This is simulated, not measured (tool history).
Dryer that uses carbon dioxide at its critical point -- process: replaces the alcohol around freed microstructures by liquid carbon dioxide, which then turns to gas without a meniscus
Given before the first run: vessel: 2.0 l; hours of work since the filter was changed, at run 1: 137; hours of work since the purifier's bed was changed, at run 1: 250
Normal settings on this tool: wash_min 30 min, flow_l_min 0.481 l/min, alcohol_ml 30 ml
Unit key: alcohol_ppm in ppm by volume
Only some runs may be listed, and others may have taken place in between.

run     day  wash_min  flow_l_min  alcohol_ml  hours of work since the filter was changed  hours of work since the purifier's bed was changed  alcohol_ppm
  1       0        30       0.481          30                                         137                                                 250          126
  2   0.467        30       0.481          30                                         143                                                 256          121
  3   0.729        30       0.481          30                                         147                                                 260          130
  4   1.083        30       0.481          30                                         151                                                 265          135
  5   1.596        30       0.481          30                                         158                                                 272          147
  6   2.121        30       0.481          30                                         165                                                 279          141
  7   2.562        30       0.481          30                                         171                                                 284          138
  8   3.038        30       0.481          56                                         177                                                 291          249
  9   3.338        30       0.481          30                                         181                                                 295          154
 10   3.796        30       0.665          30                                         188                                                 301           55
 11   4.229        30       0.481          30                                         193                                                 307          166
 12   4.658        30       0.481          30                                         199                                                 312          162
 13   4.946        30       0.481          30                                         203                                                 316          171
 14   5.171        30       0.481          30                                         206                                                 319          166
 15   5.467        30       0.481          30                                         210                                                 323          175
      5.717  -- inlet filter changed
 16   5.892        30       0.481          30                                           2                                                 328           95
 17   6.208        39       0.481          30                                           7                                                 333           47
 18   6.442        30       0.481          30                                          10                                                 336           90
 19   6.775        30       0.481          30                                          14                                                 340           86
 20   7.088        30       0.481          30                                          18                                                 344           96
 21    7.35        30       0.481          30                                          22                                                 348           84
 22   7.746        30       0.772          30                                          27                                                 353           45
 23   8.021        30         0.3          30                                          31                                                 357          599
 24   8.367        30         0.3          30                                          35                                                 361          584
 25   8.788        30         0.3          30                                          41                                                 367          591
 26   9.296        39       0.583          30                                          48                                                 374           49
 27   9.533        18       0.428          30                                          51                                                 377          910
 28   9.883        39       0.469          39                                          56                                                 382           61
 29  10.288        39       0.469          39                                          61                                                 387           67
 30  10.754        39       0.469          39                                          67                                                 393           66
 31  11.042        23       0.481          56                                          71                                                 397          520
 32  11.562        23       0.481          56                                          78                                                 404          515
 33  11.796        23       0.481          56                                          81                                                 407          519
 34  12.154        30       0.565          63                                          86                                                 412           93
 35  12.429        20       0.467          92                                          90                                                 416         1542
 36  12.842        23       0.708          43                                          95                                                 421           98
 37  13.312        23       0.708          43                                         101                                                 427          101
 38  13.771        19       0.295          44                                         108                                                 434         3139
 39  14.133        21       0.705          30                                         112                                                 438           96
 40  14.417        41       0.481          30                                         116                                                 442           63
 41  14.633        32       0.442          54                                         119                                                 445          228
 42  14.904        30       0.315          22                                         123                                                 449          471
 43  15.421        32       0.679          49                                         130                                                 456           56
 44  15.879        44       0.373          77                                         136                                                 462          185
 45  16.208        19       0.373          76                                         140                                                 466         3434
 46  16.671        41       0.328          39                                         146                                                 472          262
 47  17.129        41       0.319          27                                         152                                                 478          230

Below are 3 alternative next runs, each starting from the tool's condition after run 47. Predict each:
  A  17.558        41       0.319          58                                         158                                                 484            ?
  B  17.558        33       0.319          64                                         158                                                 484            ?
  C  17.558        23       0.319          32                                         158                                                 484            ?

run  alcohol_ppm
  A          414
  B         1016
  C         1419
Stripped of hidden state, with their random variation kept, the same runs would have yielded:
run  alcohol_ppm
  A          194
  B          580
  C          960
